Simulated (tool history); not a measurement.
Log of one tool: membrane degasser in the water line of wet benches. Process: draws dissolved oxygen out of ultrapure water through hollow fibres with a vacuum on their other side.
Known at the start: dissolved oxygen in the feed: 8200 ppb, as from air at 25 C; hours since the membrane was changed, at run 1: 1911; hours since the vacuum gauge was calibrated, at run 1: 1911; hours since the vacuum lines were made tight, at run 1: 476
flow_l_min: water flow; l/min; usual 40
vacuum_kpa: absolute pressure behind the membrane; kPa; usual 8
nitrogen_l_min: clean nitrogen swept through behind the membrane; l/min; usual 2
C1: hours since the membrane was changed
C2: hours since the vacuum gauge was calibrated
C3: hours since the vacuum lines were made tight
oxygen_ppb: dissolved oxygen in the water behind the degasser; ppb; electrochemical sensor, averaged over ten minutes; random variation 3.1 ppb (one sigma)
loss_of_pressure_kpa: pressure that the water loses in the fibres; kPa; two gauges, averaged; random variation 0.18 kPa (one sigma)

{"run": 1, "hour": 0.0, "flow_l_min": 40, "vacuum_kpa": 8, "nitrogen_l_min": 2, "C1": 1911, "C2": 1911, "C3": 476, "oxygen_ppb": 314.1, "loss_of_pressure_kpa": 35.15}
{"run": 2, "hour": 70.1, "flow_l_min": 40, "vacuum_kpa": 8, "nitrogen_l_min": 2, "C1": 1981, "C2": 1981, "C3": 546, "oxygen_ppb": 315, "loss_of_pressure_kpa": 35.43}
{"run": 3, "hour": 124.2, "flow_l_min": 40, "vacuum_kpa": 8, "nitrogen_l_min": 2.1, "C1": 2036, "C2": 2036, "C3": 600, "oxygen_ppb": 307.3, "loss_of_pressure_kpa": 35.21}
{"run": 4, "hour": 207.4, "flow_l_min": 40, "vacuum_kpa": 8, "nitrogen_l_min": 2.1, "C1": 2119, "C2": 2119, "C3": 683, "oxygen_ppb": 300.3, "loss_of_pressure_kpa": 35.28}
{"run": 5, "hour": 298.3, "flow_l_min": 40, "vacuum_kpa": 8, "nitrogen_l_min": 2.1, "C1": 2210, "C2": 2210, "C3": 774, "oxygen_ppb": 303.8, "loss_of_pressure_kpa": 35.59}
{"run": 6, "hour": 385.5, "flow_l_min": 40, "vacuum_kpa": 8, "nitrogen_l_min": 2.1, "C1": 2297, "C2": 2297, "C3": 862, "oxygen_ppb": 303.4, "loss_of_pressure_kpa": 35.34}
{"run": 7, "hour": 478.8, "flow_l_min": 40, "vacuum_kpa": 8.81, "nitrogen_l_min": 2.1, "C1": 2390, "C2": 2390, "C3": 955, "oxygen_ppb": 339.1, "loss_of_pressure_kpa": 35.19}
{"hour": 485.5, "done": "vacuum gauge calibrated"}
{"run": 8, "hour": 576.8, "flow_l_min": 40, "vacuum_kpa": 8, "nitrogen_l_min": 0.87, "C1": 2488, "C2": 91, "C3": 1052, "oxygen_ppb": 514.7, "loss_of_pressure_kpa": 35.36}
{"run": 9, "hour": 673.9, "flow_l_min": 40, "vacuum_kpa": 8, "nitrogen_l_min": 0.87, "C1": 2585, "C2": 188, "C3": 1149, "oxygen_ppb": 513.8, "loss_of_pressure_kpa": 35.62}
{"hour": 693.4, "done": "vacuum gauge calibrated, once more"}
{"run": 10, "hour": 782.4, "flow_l_min": 63, "vacuum_kpa": 8, "nitrogen_l_min": 0.87, "C1": 2693, "C2": 89, "C3": 1257, "oxygen_ppb": 756.4, "loss_of_pressure_kpa": 55.77}
{"run": 11, "hour": 894.5, "flow_l_min": 26, "vacuum_kpa": 13.12, "nitrogen_l_min": 1.62, "C1": 2805, "C2": 201, "C3": 1370, "oxygen_ppb": 398.4, "loss_of_pressure_kpa": 23.21}
{"run": 12, "hour": 967.2, "flow_l_min": 26, "vacuum_kpa": 13.12, "nitrogen_l_min": 1.62, "C1": 2878, "C2": 274, "C3": 1442, "oxygen_ppb": 405.5, "loss_of_pressure_kpa": 22.81}
{"run": 13, "hour": 1034.1, "flow_l_min": 30, "vacuum_kpa": 13.12, "nitrogen_l_min": 1.62, "C1": 2944, "C2": 341, "C3": 1509, "oxygen_ppb": 462.1, "loss_of_pressure_kpa": 26.67}
{"run": 14, "hour": 1117.1, "flow_l_min": 40, "vacuum_kpa": 18.2, "nitrogen_l_min": 2, "C1": 3027, "C2": 424, "C3": 1592, "oxygen_ppb": 723.4, "loss_of_pressure_kpa": 35.31}
{"run": 15, "hour": 1219.8, "flow_l_min": 40, "vacuum_kpa": 8, "nitrogen_l_min": 1.7, "C1": 3130, "C2": 526, "C3": 1695, "oxygen_ppb": 348.9, "loss_of_pressure_kpa": 35.56}
{"run": 16, "hour": 1319.5, "flow_l_min": 40, "vacuum_kpa": 8, "nitrogen_l_min": 1.7, "C1": 3230, "C2": 626, "C3": 1795, "oxygen_ppb": 351.1, "loss_of_pressure_kpa": 35.74}
{"run": 17, "hour": 1368.0, "flow_l_min": 40, "vacuum_kpa": 8, "nitrogen_l_min": 1.7, "C1": 3278, "C2": 675, "C3": 1843, "oxygen_ppb": 344.1, "loss_of_pressure_kpa": 35.89}
{"run": 18, "hour": 1441.8, "flow_l_min": 40, "vacuum_kpa": 8, "nitrogen_l_min": 1.7, "C1": 3352, "C2": 748, "C3": 1917, "oxygen_ppb": 348.6, "loss_of_pressure_kpa": 35.68}
{"run": 19, "hour": 1546.6, "flow_l_min": 40, "vacuum_kpa": 8, "nitrogen_l_min": 1.7, "C1": 3457, "C2": 853, "C3": 2022, "oxygen_ppb": 347.4, "loss_of_pressure_kpa": 35.43}
{"run": 20, "hour": 1615.1, "flow_l_min": 38, "vacuum_kpa": 8.55, "nitrogen_l_min": 2.72, "C1": 3525, "C2": 922, "C3": 2090, "oxygen_ppb": 270.3, "loss_of_pressure_kpa": 33.86}

Forecast each of these 4 alternatives for the next run:
{"run": "A", "hour": 1691.5, "flow_l_min": 36, "vacuum_kpa": 8.66, "nitrogen_l_min": 1.68, "C1": 3602, "C2": 998, "C3": 2167, "oxygen_ppb": "?", "loss_of_pressure_kpa": "?"}
{"run": "B", "hour": 1691.5, "flow_l_min": 40, "vacuum_kpa": 6.27, "nitrogen_l_min": 2, "C1": 3602, "C2": 998, "C3": 2167, "oxygen_ppb": "?", "loss_of_pressure_kpa": "?"}
{"run": "C", "hour": 1691.5, "flow_l_min": 49, "vacuum_kpa": 5.1, "nitrogen_l_min": 3.42, "C1": 3602, "C2": 998, "C3": 2167, "oxygen_ppb": "?", "loss_of_pressure_kpa": "?"}
{"run": "D", "hour": 1691.5, "flow_l_min": 40, "vacuum_kpa": 6.55, "nitrogen_l_min": 1.03, "C1": 3602, "C2": 998, "C3": 2167, "oxygen_ppb": "?", "loss_of_pressure_kpa": "?"}

run=A oxygen_ppb=343 loss_of_pressure_kpa=32.14
run=B oxygen_ppb=245.2 loss_of_pressure_kpa=35.8
run=C oxygen_ppb=212.3 loss_of_pressure_kpa=43.74
run=D oxygen_ppb=362 loss_of_pressure_kpa=35.5
Without the tool's hidden state the same runs would have given:
run=A oxygen_ppb=335.2 loss_of_pressure_kpa=31.69
run=B oxygen_ppb=236.7 loss_of_pressure_kpa=35.31
run=C oxygen_ppb=202.6 loss_of_pressure_kpa=43.13
run=D oxygen_ppb=352.2 loss_of_pressure_kpa=35
